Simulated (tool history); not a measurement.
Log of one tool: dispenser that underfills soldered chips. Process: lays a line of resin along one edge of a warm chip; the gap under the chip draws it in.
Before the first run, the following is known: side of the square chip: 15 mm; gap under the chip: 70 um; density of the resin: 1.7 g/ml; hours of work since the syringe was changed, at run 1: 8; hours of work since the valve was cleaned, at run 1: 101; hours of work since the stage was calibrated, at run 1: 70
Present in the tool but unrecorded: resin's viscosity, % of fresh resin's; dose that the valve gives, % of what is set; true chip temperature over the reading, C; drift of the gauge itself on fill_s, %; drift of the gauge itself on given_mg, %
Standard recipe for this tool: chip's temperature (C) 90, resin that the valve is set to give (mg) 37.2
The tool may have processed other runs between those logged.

run,hour,chip's temperature (C),resin that the valve is set to give (mg),hours of work since the syringe was changed,hours of work since the valve was cleaned,hours of work since the stage was calibrated,time until the resin shows at the far edge (s),resin that the valve gave (mg)
1,0,90,37.2,8,101,70,432.2,34.1
# hour 4.3: new syringe of resin
2,5.1,90,37.2,1,104,73,225.9,34.22
3,7.7,90,37.2,2,106,75,268.1,34
4,11.9,90,37.2,5,109,78,342.7,33.53
5,15,90,45.3,7,111,80,398,40.99
6,17.5,90,45.3,9,113,82,449.7,41.37
# hour 19.9: new syringe of resin
7,22.1,95,45.3,1,115,84,192,41.01
8,25.5,95,45.3,4,118,87,240.1,40.8
9,27.9,93,47.3,5,119,88,296.1,42.79
10,31.4,100,42.5,8,122,91,284.7,38.64
# hour 35.7: new syringe of resin
11,36.2,84,42.2,0,125,94,289.7,37.99
12,39.1,95,38.8,2,127,96,217.8,34.81

The same runs without the tool's hidden state, with the same run-to-run variation:
run,time until the resin shows at the far edge (s),resin that the valve gave (mg)
1,210.3,37.15
2,212.2,37.39
3,215.4,37.21
4,213,36.78
5,208.4,45.05
6,202.2,45.55
7,165.5,45.26
8,168.2,45.13
9,180,47.39
10,139.1,42.89
11,271.7,42.29
12,169.7,38.82

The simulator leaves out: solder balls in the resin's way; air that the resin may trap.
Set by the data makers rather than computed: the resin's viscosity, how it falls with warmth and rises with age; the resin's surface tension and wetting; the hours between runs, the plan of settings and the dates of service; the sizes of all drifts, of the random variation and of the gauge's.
